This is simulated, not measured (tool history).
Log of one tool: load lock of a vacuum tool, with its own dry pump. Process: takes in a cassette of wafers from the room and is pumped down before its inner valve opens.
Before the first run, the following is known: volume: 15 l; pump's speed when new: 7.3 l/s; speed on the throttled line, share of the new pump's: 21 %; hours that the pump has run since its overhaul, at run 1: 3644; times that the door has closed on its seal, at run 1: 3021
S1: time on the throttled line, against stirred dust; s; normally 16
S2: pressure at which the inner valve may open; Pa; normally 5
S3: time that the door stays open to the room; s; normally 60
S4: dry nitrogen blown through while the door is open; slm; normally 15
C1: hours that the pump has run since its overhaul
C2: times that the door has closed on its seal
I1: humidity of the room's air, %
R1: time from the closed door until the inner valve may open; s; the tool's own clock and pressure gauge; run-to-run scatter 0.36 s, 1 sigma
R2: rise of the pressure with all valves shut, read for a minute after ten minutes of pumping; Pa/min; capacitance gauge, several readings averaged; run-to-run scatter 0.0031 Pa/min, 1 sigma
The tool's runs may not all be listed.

Run 1, hour 0: usual settings; C1 3644; C2 3021; I1 42.8. Result: R1 33.9 s, R2 0.075 Pa/min.
Run 2, hour 139.4: usual settings; C1 3784; C2 3669; I1 45.4. Result: R1 33.6 s, R2 0.074 Pa/min.
Run 3, hour 243.7: usual settings but S2 8 Pa; C1 3888; C2 4154; I1 48.3. Result: R1 32.4 s, R2 0.083 Pa/min.
Run 4, hour 412: usual settings but S1 19 s; C1 4056; C2 4937; I1 44.8. Result: R1 36.3 s, R2 0.079 Pa/min.
Run 5, hour 594.2: usual settings but S1 19 s; C1 4239; C2 5784; I1 45.8. Result: R1 35.2 s, R2 0.075 Pa/min.
Run 6, hour 699.7: usual settings; C1 4344; C2 6275; I1 46.2. Result: R1 33.2 s, R2 0.075 Pa/min.
Run 7, hour 875.9: usual settings; C1 4520; C2 7095; I1 45.4. Result: R1 33.3 s, R2 0.079 Pa/min.
Run 8, hour 1008.4: usual settings but S3 153 s; C1 4653; C2 7711; I1 46.6. Result: R1 32.9 s, R2 0.131 Pa/min.
Run 9, hour 1176.8: usual settings but S3 153 s; C1 4821; C2 8494; I1 45.6. Result: R1 33.5 s, R2 0.136 Pa/min.
Run 10, hour 1311.4: usual settings; C1 4956; C2 9120; I1 46.3. Result: R1 33.9 s, R2 0.081 Pa/min.
Run 11, hour 1396.7: usual settings; C1 5041; C2 9517; I1 43. Result: R1 33.5 s, R2 0.078 Pa/min.
Run 12, hour 1486.4: usual settings; C1 5131; C2 9934; I1 44.4. Result: R1 33.1 s, R2 0.081 Pa/min.
Run 13, hour 1664.3: usual settings but S1 18 s, S2 7 Pa, S3 41 s; C1 5309; C2 10762; I1 47.7. Result: R1 34.1 s, R2 0.068 Pa/min.
Run 14, hour 1751.5: usual settings but S4 21 slm; C1 5396; C2 11167; I1 45. Result: R1 33.3 s, R2 0.063 Pa/min.

Forecast run 15:
Run 15, hour 1918.8: usual settings but S4 21 slm; C1 5563; C2 11945; I1 46. Result: R1 ?, R2 ?.

{"run 15": {"R1": 33.7, "R2": 0.07}}
With the hidden condition absent and the run-to-run variation left alone, this run would have shown R1 33.7 s, R2 0.07 Pa/min.
